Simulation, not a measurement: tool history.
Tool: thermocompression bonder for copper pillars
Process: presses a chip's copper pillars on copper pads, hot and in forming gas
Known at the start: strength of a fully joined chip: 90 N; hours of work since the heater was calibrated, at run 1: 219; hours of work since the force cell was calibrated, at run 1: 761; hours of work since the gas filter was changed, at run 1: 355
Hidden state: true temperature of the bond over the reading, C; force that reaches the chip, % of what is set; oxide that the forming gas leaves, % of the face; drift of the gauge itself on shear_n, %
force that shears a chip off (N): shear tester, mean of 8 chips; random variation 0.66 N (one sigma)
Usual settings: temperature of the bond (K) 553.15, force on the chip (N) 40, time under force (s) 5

run	hour	temperature of the bond (K)	force on the chip (N)	time under force (s)	hours of work since the heater was calibrated	hours of work since the force cell was calibrated	hours of work since the gas filter was changed	force that shears a chip off (N)
1	0	553.15	40	5	219	761	355	38.4
# hour 18.9: forming gas filter changed
2	58.3	536.15	40	5	247	788	19	36.5
3	83.6	536.15	40	5	259	801	31	38.3
4	136.3	536.15	40	5	284	826	56	36.8
5	167.4	553.15	40	5	299	841	71	43.9
6	204	553.15	26	5	317	858	89	27.7
7	231	553.15	26	5	330	871	102	26.9
8	288.6	553.15	26	5	358	899	130	26.3
9	348.7	553.15	26	5	387	928	159	25.5
10	397.2	553.15	26	5	410	951	182	26.1
11	445.8	529.15	26	5	433	975	205	18.6
12	474.6	529.15	26	5	447	989	219	19.9
13	530.5	529.15	26	5	474	1015	246	17.7
14	587.7	529.15	26	5	501	1043	274	19.7
15	613.2	529.15	26	5	514	1055	286	18.6
16	639.4	529.15	26	5	526	1068	298	19
17	666	547.15	40	5	539	1081	311	37.6
18	691.2	547.15	40	5	551	1093	323	37.6
19	726.6	553.15	40	5	568	1110	340	38.1
# hour 774.6: forming gas filter changed
20	775.2	553.15	40	5	591	1133	0	44.9
21	830.8	553.15	40	5	618	1160	27	43.3
22	869.3	567.15	37	5	637	1178	46	46.3
23	918.5	548.15	37	10	660	1202	69	47.9

Forecast run 24:
24	963.4	548.15	37	10	682	1223	91	?

Run 24 gave force that shears a chip off (N) 47.4.
Without the tool's hidden state the same run would have given force that shears a chip off (N) 48.3.
